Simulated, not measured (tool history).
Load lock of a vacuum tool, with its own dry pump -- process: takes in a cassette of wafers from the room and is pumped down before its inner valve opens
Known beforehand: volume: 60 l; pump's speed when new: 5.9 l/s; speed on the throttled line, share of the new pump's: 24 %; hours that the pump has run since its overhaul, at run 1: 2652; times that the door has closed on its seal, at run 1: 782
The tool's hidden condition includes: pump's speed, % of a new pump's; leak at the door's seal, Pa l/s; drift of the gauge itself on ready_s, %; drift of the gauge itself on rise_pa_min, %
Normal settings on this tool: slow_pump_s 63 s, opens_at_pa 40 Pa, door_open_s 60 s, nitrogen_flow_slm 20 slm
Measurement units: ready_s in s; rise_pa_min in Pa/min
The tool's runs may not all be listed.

| run | hour | slow_pump_s | opens_at_pa | door_open_s | nitrogen_flow_slm | hours that the pump has run since its overhaul | times that the door has closed on its seal | incoming humidity of the room's air, % | ready_s | rise_pa_min |
|---|---|---|---|---|---|---|---|---|---|---|
| 1 | 0.0 | 63 | 40 | 60 | 20 | 2652 | 782 | 46.1 | 129.5 | 0.033 |
| 2 | 97.9 | 63 | 40 | 46 | 20 | 2750 | 937 | 42.0 | 131.5 | 0.037 |
| 3 | 172.8 | 63 | 40 | 46 | 20 | 2825 | 1055 | 45.4 | 129.7 | 0.034 |
| 4 | 250.6 | 63 | 40 | 176 | 20 | 2902 | 1177 | 45.0 | 131.3 | 0.054 |
| 5 | 322.2 | 63 | 40 | 60 | 20 | 2974 | 1290 | 37.8 | 131.6 | 0.035 |
| 6 | 374.9 | 63 | 40 | 60 | 33 | 3027 | 1373 | 42.5 | 129.3 | 0.029 |
| 7 | 443.4 | 63 | 40 | 60 | 33 | 3095 | 1481 | 46.6 | 131.2 | 0.032 |
| 8 | 530.3 | 59 | 40 | 60 | 20 | 3182 | 1618 | 46.1 | 126.8 | 0.044 |
| 9 | 639.0 | 59 | 40 | 60 | 20 | 3291 | 1789 | 45.3 | 127.4 | 0.038 |
| 10 | 689.0 | 59 | 40 | 60 | 20 | 3341 | 1868 | 47.1 | 126.6 | 0.043 |
| 11 | 765.6 | 63 | 40 | 76 | 20 | 3417 | 1988 | 50.9 | 131.4 | 0.049 |
| 12 | 846.7 | 63 | 36 | 76 | 43 | 3498 | 2116 | 46.4 | 130.4 | 0.031 |
| 13 | 918.4 | 33 | 75 | 50 | 15 | 3570 | 2229 | 46.1 | 101.0 | 0.040 |
| 14 | 1023.3 | 33 | 75 | 50 | 15 | 3675 | 2394 | 41.4 | 102.0 | 0.045 |
| 15 | 1076.5 | 82 | 40 | 54 | 31 | 3728 | 2478 | 44.6 | 145.1 | 0.038 |

The logged runs with the hidden state left out (each run's random variation unchanged):
| run | ready_s | rise_pa_min |
|---|---|---|
| 1 | 126.7 | 0.030 |
| 2 | 128.6 | 0.033 |
| 3 | 126.8 | 0.029 |
| 4 | 128.3 | 0.050 |
| 5 | 128.5 | 0.029 |
| 6 | 126.2 | 0.023 |
| 7 | 128.0 | 0.026 |
| 8 | 123.6 | 0.038 |
| 9 | 124.1 | 0.031 |
| 10 | 123.3 | 0.035 |
| 11 | 128.0 | 0.042 |
| 12 | 126.9 | 0.023 |
| 13 | 97.5 | 0.032 |
| 14 | 98.3 | 0.036 |
| 15 | 141.7 | 0.029 |

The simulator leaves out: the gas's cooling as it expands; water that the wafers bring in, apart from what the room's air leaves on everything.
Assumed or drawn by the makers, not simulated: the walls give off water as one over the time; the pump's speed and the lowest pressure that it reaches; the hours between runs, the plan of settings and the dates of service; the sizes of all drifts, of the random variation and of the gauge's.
